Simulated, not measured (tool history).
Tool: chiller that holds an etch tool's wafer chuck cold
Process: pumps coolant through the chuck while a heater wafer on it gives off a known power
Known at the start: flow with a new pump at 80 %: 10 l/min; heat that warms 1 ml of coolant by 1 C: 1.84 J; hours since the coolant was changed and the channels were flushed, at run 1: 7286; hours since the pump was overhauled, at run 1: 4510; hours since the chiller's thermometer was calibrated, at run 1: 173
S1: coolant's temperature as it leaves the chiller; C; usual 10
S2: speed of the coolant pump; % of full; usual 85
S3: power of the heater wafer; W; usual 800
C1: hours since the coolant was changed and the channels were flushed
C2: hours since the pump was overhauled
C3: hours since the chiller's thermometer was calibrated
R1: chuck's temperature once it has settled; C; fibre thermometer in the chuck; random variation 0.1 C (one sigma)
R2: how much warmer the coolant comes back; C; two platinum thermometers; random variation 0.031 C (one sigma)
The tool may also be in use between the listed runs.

run     day  S1  S2    S3    C1    C2    C3    R1    R2
  1   0.000  10  85   800  7286  4510   173  16.7  2.51
  2   3.633  10  85   800  7373  4597   260  16.7  2.58
  3   9.104  10  85   800  7504  4729   391  16.7  2.53
  4  14.879  10  85   800  7643  4867   530  16.6  2.53
  5  18.712  10  85   800  7735  4959   622  16.7  2.54
  6  22.483  10  85   800  7825  5050   712  16.9  2.54
  7  26.258  10  85   489  7916  5140   803  14.0  1.54
  8  32.408  10  85   705  8064  5288   950  16.0  2.27
  9  34.938  10  85   705  8124  5349  1011  16.0  2.27
 10  41.083  10  85   705  8272  5496  1159  16.1  2.25
     43.846  -- coolant changed, channels flushed
 11  47.012  10  85   705    76  5632  1295  15.2  2.28
 12  52.779  18  85   705   214  5771  1433  23.2  2.23
     53.242  -- coolant pump overhauled
 13  56.179  17  69  1152   291    70  1510  26.9  4.93
 14  59.171  10  85   688   363   142  1582  15.2  2.33
 15  63.858  10  85  1119   475   255  1694  18.7  3.77
 16  68.388  13  85   502   584   363  1803  16.9  1.71
 17  71.346  13  85   502   655   434  1874  16.9  1.67
 18  75.183   4  62   502   747   527  1966   8.9  2.42
 19  78.479  16  73   800   826   606  2045  22.8  3.22
     79.679  -- coolant pump overhauled, once more
 20  82.483  11  83   508   917    67  2136  14.9  1.57
     84.171  -- chiller's thermometer calibrated
 21  86.146  11  83   508  1004   154    47  14.8  1.61
 22  90.958   1  85   925  1120   270   163   7.8  2.82
 23  96.508  15  79  1125  1253   403   296  23.6  3.75

Forecast each of these 3 alternatives for the next run:
  A  101.792  10  85   938  1380  530  423   ?   ?
  B  101.792  11  79  1125  1380  530  423   ?   ?
  C  101.792  10  91   800  1380  530  423   ?   ?

run    R1    R2
  A  16.9  2.87
  B  19.5  3.79
  C  15.8  2.29
Without the tool's hidden state the same runs would have given:
run    R1    R2
  A  16.6  2.86
  B  19.2  3.77
  C  15.5  2.28

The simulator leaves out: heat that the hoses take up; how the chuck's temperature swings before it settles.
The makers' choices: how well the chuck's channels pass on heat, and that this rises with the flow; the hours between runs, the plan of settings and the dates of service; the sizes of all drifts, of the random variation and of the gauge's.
